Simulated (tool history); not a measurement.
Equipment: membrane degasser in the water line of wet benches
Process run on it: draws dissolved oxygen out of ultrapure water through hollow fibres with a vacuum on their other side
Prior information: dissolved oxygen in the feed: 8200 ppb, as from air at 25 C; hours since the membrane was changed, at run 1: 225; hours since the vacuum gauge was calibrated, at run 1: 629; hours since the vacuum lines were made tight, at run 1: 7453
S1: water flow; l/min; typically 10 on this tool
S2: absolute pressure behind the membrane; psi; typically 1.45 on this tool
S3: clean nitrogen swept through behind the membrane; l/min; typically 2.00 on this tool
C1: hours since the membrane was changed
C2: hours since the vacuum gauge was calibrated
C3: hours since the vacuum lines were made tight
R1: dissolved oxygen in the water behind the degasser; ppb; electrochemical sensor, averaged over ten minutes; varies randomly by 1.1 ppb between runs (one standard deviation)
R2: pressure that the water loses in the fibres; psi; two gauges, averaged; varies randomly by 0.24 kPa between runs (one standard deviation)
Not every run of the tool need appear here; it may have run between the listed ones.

run,hour,S1,S2,S3,C1,C2,C3,R1,R2
1,0.0,10,1.45,2.00,225,629,7453,104.4,8.860
2,57.0,10,0.93,2.00,281,686,7510,61.3,8.833
3,95.3,10,0.93,2.00,320,725,7548,60.5,8.863
4,144.6,10,0.93,1.15,369,774,7598,87.1,8.894
5,190.8,10,0.93,0.99,415,820,7644,97.5,8.953
6,217.4,7,0.93,2.74,442,847,7670,29.4,6.225
7,267.4,10,3.29,4.93,492,897,7720,121.1,8.882
8,324.8,10,3.29,4.93,549,954,7778,121.5,8.872
9,366.8,11,2.23,3.56,591,996,7820,120.6,9.826
10,410.3,9,1.38,0.94,635,1040,7863,161.3,8.008

Below are 3 alternative next runs, each starting from the tool's condition after run 10. Predict each:
A,443.6,14,1.38,0.94,668,1073,7897,?,?
B,443.6,10,1.45,2.00,668,1073,7897,?,?
C,443.6,16,1.61,2.61,668,1073,7897,?,?

run,R1,R2
A,258.5,12.373
B,106.4,8.886
C,180.4,14.218
Without the tool's hidden state the same runs would have given:
run,R1,R2
A,254.4,12.321
B,103.1,8.849
C,176.8,14.157
